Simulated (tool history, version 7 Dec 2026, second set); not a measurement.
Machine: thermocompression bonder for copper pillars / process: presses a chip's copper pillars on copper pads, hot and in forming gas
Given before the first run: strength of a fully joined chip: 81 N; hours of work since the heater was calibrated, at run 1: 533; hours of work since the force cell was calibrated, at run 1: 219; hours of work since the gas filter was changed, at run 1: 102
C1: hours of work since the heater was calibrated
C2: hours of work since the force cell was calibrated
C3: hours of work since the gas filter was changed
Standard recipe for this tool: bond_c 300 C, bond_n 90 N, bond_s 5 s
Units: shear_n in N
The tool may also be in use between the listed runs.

run 1 hour=0 | bond_c=300 bond_n=90 bond_s=5 | C1=533 C2=219 C3=102 | shear_n=51.7
run 2 hour=16 | bond_c=300 bond_n=82 bond_s=5 | C1=542 C2=228 C3=111 | shear_n=50.3
run 3 hour=28.9 | bond_c=300 bond_n=90 bond_s=5 | C1=550 C2=236 C3=119 | shear_n=51.4
run 4 hour=41.5 | bond_c=300 bond_n=90 bond_s=8 | C1=557 C2=243 C3=126 | shear_n=57
run 5 hour=53.7 | bond_c=300 bond_n=90 bond_s=8 | C1=564 C2=250 C3=133 | shear_n=57.7
-- hour=56.5 forming gas filter changed
run 6 hour=71.5 | bond_c=300 bond_n=90 bond_s=14 | C1=574 C2=260 C3=9 | shear_n=67.8
run 7 hour=87.5 | bond_c=300 bond_n=90 bond_s=14 | C1=583 C2=270 C3=18 | shear_n=67.4
run 8 hour=104.2 | bond_c=300 bond_n=90 bond_s=14 | C1=593 C2=279 C3=28 | shear_n=68
run 9 hour=119.8 | bond_c=300 bond_n=90 bond_s=14 | C1=602 C2=288 C3=37 | shear_n=67
run 10 hour=127.4 | bond_c=277 bond_n=90 bond_s=5 | C1=606 C2=293 C3=41 | shear_n=45.2
run 11 hour=135.1 | bond_c=277 bond_n=90 bond_s=5 | C1=611 C2=297 C3=46 | shear_n=44.8
run 12 hour=143.3 | bond_c=313 bond_n=90 bond_s=5 | C1=616 C2=302 C3=50 | shear_n=56.7
run 13 hour=151.6 | bond_c=313 bond_n=90 bond_s=5 | C1=620 C2=307 C3=55 | shear_n=57.2
run 14 hour=167.1 | bond_c=313 bond_n=90 bond_s=5 | C1=629 C2=316 C3=64 | shear_n=56.6
run 15 hour=178.3 | bond_c=313 bond_n=90 bond_s=5 | C1=636 C2=322 C3=71 | shear_n=56
run 16 hour=187.8 | bond_c=300 bond_n=90 bond_s=5 | C1=641 C2=328 C3=76 | shear_n=51.8
run 17 hour=198.2 | bond_c=300 bond_n=90 bond_s=5 | C1=647 C2=334 C3=82 | shear_n=52.6
run 18 hour=209.5 | bond_c=300 bond_n=90 bond_s=5 | C1=654 C2=340 C3=89 | shear_n=52
-- hour=212.4 force cell calibrated
run 19 hour=227.2 | bond_c=300 bond_n=90 bond_s=13 | C1=663 C2=9 C3=98 | shear_n=63.8
run 20 hour=240.1 | bond_c=300 bond_n=90 bond_s=13 | C1=671 C2=16 C3=106 | shear_n=63.2
-- hour=247 force cell calibrated, once more
run 21 hour=251.4 | bond_c=278 bond_n=63 bond_s=8 | C1=676 C2=3 C3=111 | shear_n=43.3
run 22 hour=264.9 | bond_c=314 bond_n=107 bond_s=4 | C1=684 C2=10 C3=119 | shear_n=56.4
run 23 hour=274.9 | bond_c=307 bond_n=60 bond_s=11 | C1=690 C2=16 C3=125 | shear_n=55.7
run 24 hour=283.6 | bond_c=315 bond_n=90 bond_s=11 | C1=695 C2=21 C3=130 | shear_n=65.4
-- hour=292.1 forming gas filter changed
run 25 hour=296.7 | bond_c=315 bond_n=90 bond_s=11 | C1=702 C2=29 C3=3 | shear_n=69.5
run 26 hour=307.3 | bond_c=309 bond_n=90 bond_s=9 | C1=709 C2=35 C3=9 | shear_n=65
run 27 hour=323.3 | bond_c=305 bond_n=72 bond_s=11 | C1=718 C2=44 C3=18 | shear_n=62.4
run 28 hour=331.4 | bond_c=305 bond_n=72 bond_s=11 | C1=723 C2=49 C3=23 | shear_n=61.8
run 29 hour=344.6 | bond_c=300 bond_n=98 bond_s=10 | C1=730 C2=56 C3=30 | shear_n=64.6
run 30 hour=357.4 | bond_c=313 bond_n=80 bond_s=10 | C1=738 C2=64 C3=38 | shear_n=64.1
run 31 hour=366.9 | bond_c=285 bond_n=90 bond_s=5 | C1=743 C2=69 C3=43 | shear_n=48.2
run 32 hour=378.7 | bond_c=285 bond_n=90 bond_s=11 | C1=750 C2=76 C3=50 | shear_n=58.6
run 33 hour=394.6 | bond_c=302 bond_n=90 bond_s=8 | C1=759 C2=85 C3=59 | shear_n=60.5
run 34 hour=409.4 | bond_c=302 bond_n=90 bond_s=8 | C1=768 C2=94 C3=68 | shear_n=59.1
run 35 hour=419.6 | bond_c=302 bond_n=90 bond_s=8 | C1=774 C2=100 C3=74 | shear_n=58.9
run 36 hour=435.2 | bond_c=302 bond_n=90 bond_s=8 | C1=783 C2=109 C3=83 | shear_n=59.5
run 37 hour=444.8 | bond_c=276 bond_n=107 bond_s=14 | C1=788 C2=114 C3=88 | shear_n=60.4
run 38 hour=459.4 | bond_c=270 bond_n=107 bond_s=14 | C1=797 C2=123 C3=97 | shear_n=58.2
run 39 hour=468.7 | bond_c=299 bond_n=95 bond_s=14 | C1=802 C2=128 C3=102 | shear_n=64.8

Across each entry between runs, compare the hidden state at the last listed run before it with the hidden state at the first listed run after it:
Logged between run 5 and run 6: forming gas filter changed (hour 56.5)
  true temperature of the bond over the reading, C: -4.1 -> -4.2; oxide that the forming gas leaves, % of the face: 6.65 -> 1.06
  difference, measured minus the result without the unlogged condition, shear_n: -5.3 -> -1.7 N
Logged between run 18 and run 19: force cell calibrated (hour 212.4)
  true temperature of the bond over the reading, C: -5 -> -5.1; force that reaches the chip, % of what is set: 98 -> 97; oxide that the forming gas leaves, % of the face: 4.81 -> 5.25
  difference, measured minus the result without the unlogged condition, shear_n: -4.4 -> -5.1 N
Logged between run 20 and run 21: force cell calibrated, once more (hour 247)
  true temperature of the bond over the reading, C: -5.2 -> -5.3; force that reaches the chip, % of what is set: 97 -> 99.6; oxide that the forming gas leaves, % of the face: 5.64 -> 5.93
  difference, measured minus the result without the unlogged condition, shear_n: -5.4 -> -4.5 N
Logged between run 24 and run 25: forming gas filter changed (hour 292.1)
  true temperature of the bond over the reading, C: -5.4 -> -5.5; oxide that the forming gas leaves, % of the face: 6.77 -> 0.65
  difference, measured minus the result without the unlogged condition, shear_n: -5.7 -> -1.4 N

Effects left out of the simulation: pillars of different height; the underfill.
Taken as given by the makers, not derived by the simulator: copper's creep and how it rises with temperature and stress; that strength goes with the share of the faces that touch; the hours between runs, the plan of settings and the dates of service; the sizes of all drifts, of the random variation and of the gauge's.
